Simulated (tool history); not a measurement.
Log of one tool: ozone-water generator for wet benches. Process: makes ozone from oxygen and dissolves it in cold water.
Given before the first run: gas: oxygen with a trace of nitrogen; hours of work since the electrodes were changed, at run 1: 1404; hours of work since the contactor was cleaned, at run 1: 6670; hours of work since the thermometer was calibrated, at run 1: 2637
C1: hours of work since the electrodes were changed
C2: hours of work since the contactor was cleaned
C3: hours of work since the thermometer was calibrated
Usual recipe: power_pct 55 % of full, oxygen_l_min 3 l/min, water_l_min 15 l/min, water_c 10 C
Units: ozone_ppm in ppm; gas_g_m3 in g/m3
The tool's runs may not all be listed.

{"run": 1, "hour": 0.0, "power_pct": 55, "oxygen_l_min": 3, "water_l_min": 15, "water_c": 10, "C1": 1404, "C2": 6670, "C3": 2637, "ozone_ppm": 12.7, "gas_g_m3": 136.9}
{"run": 2, "hour": 34.9, "power_pct": 55, "oxygen_l_min": 3, "water_l_min": 15, "water_c": 10, "C1": 1431, "C2": 6697, "C3": 2664, "ozone_ppm": 12.6, "gas_g_m3": 137.3}
{"run": 3, "hour": 61.9, "power_pct": 55, "oxygen_l_min": 3, "water_l_min": 15, "water_c": 10, "C1": 1452, "C2": 6718, "C3": 2685, "ozone_ppm": 12.6, "gas_g_m3": 138.7}
{"run": 4, "hour": 95.9, "power_pct": 55, "oxygen_l_min": 1.8, "water_l_min": 15, "water_c": 10, "C1": 1478, "C2": 6745, "C3": 2712, "ozone_ppm": 10.5, "gas_g_m3": 167.3}
{"run": 5, "hour": 120.1, "power_pct": 55, "oxygen_l_min": 3, "water_l_min": 15, "water_c": 10, "C1": 1497, "C2": 6764, "C3": 2731, "ozone_ppm": 12.9, "gas_g_m3": 137.8}
{"run": 6, "hour": 160.4, "power_pct": 55, "oxygen_l_min": 3, "water_l_min": 15, "water_c": 10, "C1": 1528, "C2": 6795, "C3": 2762, "ozone_ppm": 12.9, "gas_g_m3": 138.3}
{"run": 7, "hour": 186.1, "power_pct": 55, "oxygen_l_min": 3, "water_l_min": 15, "water_c": 10, "C1": 1548, "C2": 6815, "C3": 2782, "ozone_ppm": 12.6, "gas_g_m3": 137.3}
{"run": 8, "hour": 210.1, "power_pct": 55, "oxygen_l_min": 3, "water_l_min": 15, "water_c": 10, "C1": 1567, "C2": 6833, "C3": 2800, "ozone_ppm": 12.5, "gas_g_m3": 137.1}
{"run": 9, "hour": 238.1, "power_pct": 55, "oxygen_l_min": 3, "water_l_min": 15, "water_c": 10, "C1": 1588, "C2": 6855, "C3": 2822, "ozone_ppm": 13, "gas_g_m3": 136.6}
{"hour": 271.9, "done": "contactor cleaned"}
{"run": 10, "hour": 271.9, "power_pct": 55, "oxygen_l_min": 3, "water_l_min": 15, "water_c": 10, "C1": 1612, "C2": 0, "C3": 2845, "ozone_ppm": 13.7, "gas_g_m3": 138.4}
{"run": 11, "hour": 301.3, "power_pct": 55, "oxygen_l_min": 3, "water_l_min": 15, "water_c": 10, "C1": 1634, "C2": 23, "C3": 2868, "ozone_ppm": 13.5, "gas_g_m3": 136.6}
{"run": 12, "hour": 336.4, "power_pct": 55, "oxygen_l_min": 3, "water_l_min": 15, "water_c": 10, "C1": 1662, "C2": 50, "C3": 2895, "ozone_ppm": 14, "gas_g_m3": 137.7}
{"run": 13, "hour": 375.4, "power_pct": 79, "oxygen_l_min": 1.5, "water_l_min": 10, "water_c": 12, "C1": 1692, "C2": 80, "C3": 2926, "ozone_ppm": 18.9, "gas_g_m3": 217}
{"run": 14, "hour": 419.2, "power_pct": 80, "oxygen_l_min": 3.57, "water_l_min": 16, "water_c": 13, "C1": 1726, "C2": 114, "C3": 2960, "ozone_ppm": 16.5, "gas_g_m3": 159.4}
{"run": 15, "hour": 459.4, "power_pct": 55, "oxygen_l_min": 3, "water_l_min": 19, "water_c": 10, "C1": 1757, "C2": 146, "C3": 2991, "ozone_ppm": 11.3, "gas_g_m3": 137.5}
{"run": 16, "hour": 480.1, "power_pct": 65, "oxygen_l_min": 1.73, "water_l_min": 19, "water_c": 13, "C1": 1773, "C2": 162, "C3": 3007, "ozone_ppm": 9.7, "gas_g_m3": 182.8}
{"run": 17, "hour": 508.5, "power_pct": 60, "oxygen_l_min": 1.73, "water_l_min": 11, "water_c": 9, "C1": 1795, "C2": 184, "C3": 3029, "ozone_ppm": 16, "gas_g_m3": 177.3}
{"hour": 510.9, "done": "water thermometer calibrated"}
{"run": 18, "hour": 534.3, "power_pct": 70, "oxygen_l_min": 3, "water_l_min": 15, "water_c": 7, "C1": 1815, "C2": 203, "C3": 18, "ozone_ppm": 16.3, "gas_g_m3": 157.3}
{"run": 19, "hour": 561.4, "power_pct": 60, "oxygen_l_min": 2.32, "water_l_min": 15, "water_c": 10, "C1": 1836, "C2": 224, "C3": 39, "ozone_ppm": 13.2, "gas_g_m3": 158.7}
{"run": 20, "hour": 603.5, "power_pct": 61, "oxygen_l_min": 4.53, "water_l_min": 17, "water_c": 13, "C1": 1869, "C2": 257, "C3": 72, "ozone_ppm": 14.3, "gas_g_m3": 125.1}
{"hour": 607.1, "done": "water thermometer calibrated, once more"}
{"run": 21, "hour": 626.8, "power_pct": 61, "oxygen_l_min": 4.53, "water_l_min": 17, "water_c": 13, "C1": 1886, "C2": 275, "C3": 15, "ozone_ppm": 14.4, "gas_g_m3": 126.1}
{"run": 22, "hour": 657.4, "power_pct": 55, "oxygen_l_min": 1.6, "water_l_min": 15, "water_c": 10, "C1": 1910, "C2": 298, "C3": 39, "ozone_ppm": 10.8, "gas_g_m3": 170.7}
{"run": 23, "hour": 696.1, "power_pct": 55, "oxygen_l_min": 2.95, "water_l_min": 15, "water_c": 10, "C1": 1940, "C2": 329, "C3": 69, "ozone_ppm": 13.8, "gas_g_m3": 138.1}
{"run": 24, "hour": 723.5, "power_pct": 55, "oxygen_l_min": 3.75, "water_l_min": 20, "water_c": 10, "C1": 1961, "C2": 350, "C3": 90, "ozone_ppm": 11.6, "gas_g_m3": 127}

Describe how what the log doesn't record of the tool's condition differs between the last listed run preceding each entry between runs and the first listed run following it.
In the gap between runs 9 and 10: contactor cleaned (hour 271.9)
  contactor's efficiency, % of a clean one's: 82.1 -> 98.6; true water temperature over the reading, C: 0.2 -> 0.21
  measured value less the no-hidden-state value, ozone_ppm: -1.6 -> -0.4 ppm; gas_g_m3: -2.1 -> -2.2 g/m3
In the gap between runs 17 and 18: water thermometer calibrated (hour 510.9)
  true water temperature over the reading, C: 0.22 -> 0.29
  measured value less the no-hidden-state value, ozone_ppm: -0.4 -> -0.6 ppm; gas_g_m3: -3.4 -> -3.4 g/m3
In the gap between runs 20 and 21: water thermometer calibrated, once more (hour 607.1)
  true water temperature over the reading, C: 0.3 -> -0.05
  measured value less the no-hidden-state value, ozone_ppm: -0.5 -> -0.4 ppm; gas_g_m3: -2.5 -> -2.6 g/m3
